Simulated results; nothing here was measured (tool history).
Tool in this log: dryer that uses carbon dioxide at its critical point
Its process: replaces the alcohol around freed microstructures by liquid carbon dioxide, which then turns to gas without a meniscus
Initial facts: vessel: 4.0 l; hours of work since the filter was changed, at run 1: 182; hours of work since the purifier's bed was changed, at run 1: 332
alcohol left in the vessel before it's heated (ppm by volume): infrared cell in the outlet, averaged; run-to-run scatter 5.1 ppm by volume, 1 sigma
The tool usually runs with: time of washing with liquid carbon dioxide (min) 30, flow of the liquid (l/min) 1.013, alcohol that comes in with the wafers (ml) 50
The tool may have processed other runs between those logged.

run	hour	time of washing with liquid carbon dioxide (min)	flow of the liquid (l/min)	alcohol that comes in with the wafers (ml)	hours of work since the filter was changed	hours of work since the purifier's bed was changed	alcohol left in the vessel before it's heated (ppm by volume)
1	0	30	1.013	50	182	332	112
2	14.5	30	1.013	50	192	342	118
3	32.3	30	0.69	50	205	355	428
4	42.5	30	0.69	50	212	362	456
5	59	30	0.69	50	224	374	436
6	66.6	30	0.69	50	229	379	443
7	83.6	30	0.69	50	241	391	470
8	98.2	30	1.013	50	251	402	133
# hour 108.2: inlet filter changed
9	113	30	1.013	67	3	412	121
10	128.2	30	1.013	67	14	423	134
11	143	30	1.013	67	25	433	134
12	153.4	30	1.013	67	32	440	129
13	161.4	30	1.013	66	38	446	125
14	170.6	30	0.96	50	44	453	140
15	181	30	0.81	50	52	460	234
16	196.3	30	0.81	50	63	471	224
17	212.5	30	0.81	50	74	482	233
18	223	30	0.81	50	82	490	244
19	241.2	30	0.81	50	95	503	258
20	252.5	30	0.81	50	103	511	241
21	269.4	30	0.81	50	115	523	254
22	280.6	30	1.013	50	123	531	134
23	298.8	30	1.013	50	136	544	143
24	308.1	36	0.83	34	142	551	131
25	316.3	36	0.83	104	148	556	228
26	333.8	44	1.01	30	161	569	76
27	348.4	30	1.013	67	171	579	168
28	360.6	20	1.42	28	180	588	149
29	371.6	27	0.73	50	188	596	539
30	389.9	25	1.013	51	201	609	270
31	403.4	25	1.013	51	210	618	279
32	417.6	43	1.013	50	220	628	100
# hour 426.1: purifier's bed changed
33	432.9	30	1.013	44	229	5	74
34	447.5	37	1.27	73	239	15	20
35	461.8	41	1.52	42	250	25	2
# hour 474: inlet filter changed
36	477.4	41	1.52	42	2	36	8
37	492.9	40	0.81	42	13	47	40
38	507.2	40	0.81	42	24	57	45
39	516.1	37	0.74	30	30	63	73
40	530.5	37	0.74	30	40	74	68
41	539.6	47	0.99	68	47	80	23
42	556.1	27	1.72	100	58	92	25
43	571	44	1.11	100	69	102	21
44	578.8	44	1.11	100	75	108	17
45	593.8	44	1.11	100	85	119	31
46	606.8	44	1.11	100	95	128	25

Across each entry between runs, compare the hidden state at the last listed run before it with the hidden state at the first listed run after it:
Run 8 -> run 9: inlet filter changed (hour 108.2)
  flow that reaches the vessel past the clogged filter, %: 90.1 -> 99.7; alcohol in the recycled carbon dioxide, ppm: 55.1 -> 56.4
  what was measured, less what the result would be without the hidden state, alcohol left in the vessel before it's heated (ppm by volume): +85 -> +53
Run 32 -> run 33: purifier's bed changed (hour 426.1)
  flow that reaches the vessel past the clogged filter, %: 91.1 -> 90.7; alcohol in the recycled carbon dioxide, ppm: 84.3 -> 5.8
  what was measured, less what the result would be without the hidden state, alcohol left in the vessel before it's heated (ppm by volume): +85 -> +30
Run 35 -> run 36: inlet filter changed (hour 474)
  flow that reaches the vessel past the clogged filter, %: 89.9 -> 99.8; alcohol in the recycled carbon dioxide, ppm: 8.4 -> 9.8
  what was measured, less what the result would be without the hidden state, alcohol left in the vessel before it's heated (ppm by volume): +2 -> +5
